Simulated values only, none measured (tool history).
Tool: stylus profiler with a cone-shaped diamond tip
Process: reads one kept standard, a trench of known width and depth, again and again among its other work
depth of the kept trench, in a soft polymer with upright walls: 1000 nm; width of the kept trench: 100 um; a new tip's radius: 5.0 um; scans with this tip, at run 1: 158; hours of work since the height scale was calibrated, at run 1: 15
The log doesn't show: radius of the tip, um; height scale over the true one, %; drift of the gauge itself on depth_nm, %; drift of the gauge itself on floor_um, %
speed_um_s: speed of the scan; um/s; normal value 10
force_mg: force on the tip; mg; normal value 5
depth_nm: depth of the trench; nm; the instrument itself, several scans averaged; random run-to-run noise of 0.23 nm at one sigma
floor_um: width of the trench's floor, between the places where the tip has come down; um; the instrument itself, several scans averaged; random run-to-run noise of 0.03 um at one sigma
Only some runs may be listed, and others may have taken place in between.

run	day	speed_um_s	force_mg	scans with this tip	hours of work since the height scale was calibrated	depth_nm	floor_um
1	0	10	5	158	15	1013.09	93.94
2	0.562	10	5	233	22	1012.7	93.92
3	1.171	10	5	313	30	1013.07	93.89
4	1.458	10	5	350	33	1012.95	93.9
5	1.912	18	5	410	39	1012.68	93.79
6	2.538	2	5	493	47	1012.87	93.87
7	3.108	2	5	568	54	1012.88	93.8
8	3.767	2	5	655	62	1012.82	93.8
9	4.408	2	5	739	70	1012.88	93.8
10	4.962	2	5	812	77	1012.8	93.73
11	5.288	10	1.91	855	81	1006.5	93.69
12	5.958	10	1.91	944	90	1006.54	93.67
13	6.579	10	1.91	1025	98	1006.39	93.68
14	6.879	10	8.69	1065	101	1018.68	93.73
15	7.458	10	8.69	1141	109	1018.64	93.61
16	7.825	3	2.68	1189	113	1008.24	93.59
17	8.104	3	14.59	1226	117	1026.82	93.62
18	8.475	4	1.71	1275	121	1005.95	93.59
19	9.062	4	1.71	1352	129	1006.07	93.56
20	9.588	3	4.51	1421	135	1011.89	93.55
21	10.204	22	2.17	1503	143	1006.8	93.44
22	10.708	12	3.21	1569	149	1009.18	93.45

Branching from run 22: 4 alternative next runs. What would each branch give?
A	11.133	2	5.14	1625	155	?	?
B	11.133	12	3.01	1625	155	?	?
C	11.133	4	7.25	1625	155	?	?
D	11.133	5	4.61	1625	155	?	?

run	depth_nm	floor_um
A	1013.12	93.51
B	1008.77	93.42
C	1016.3	93.49
D	1012.39	93.44
Had the tool no hidden state, the same runs would have come out as:
run	depth_nm	floor_um
A	1013.91	94.03
B	1009.55	93.94
C	1017.09	94
D	1013.17	93.96
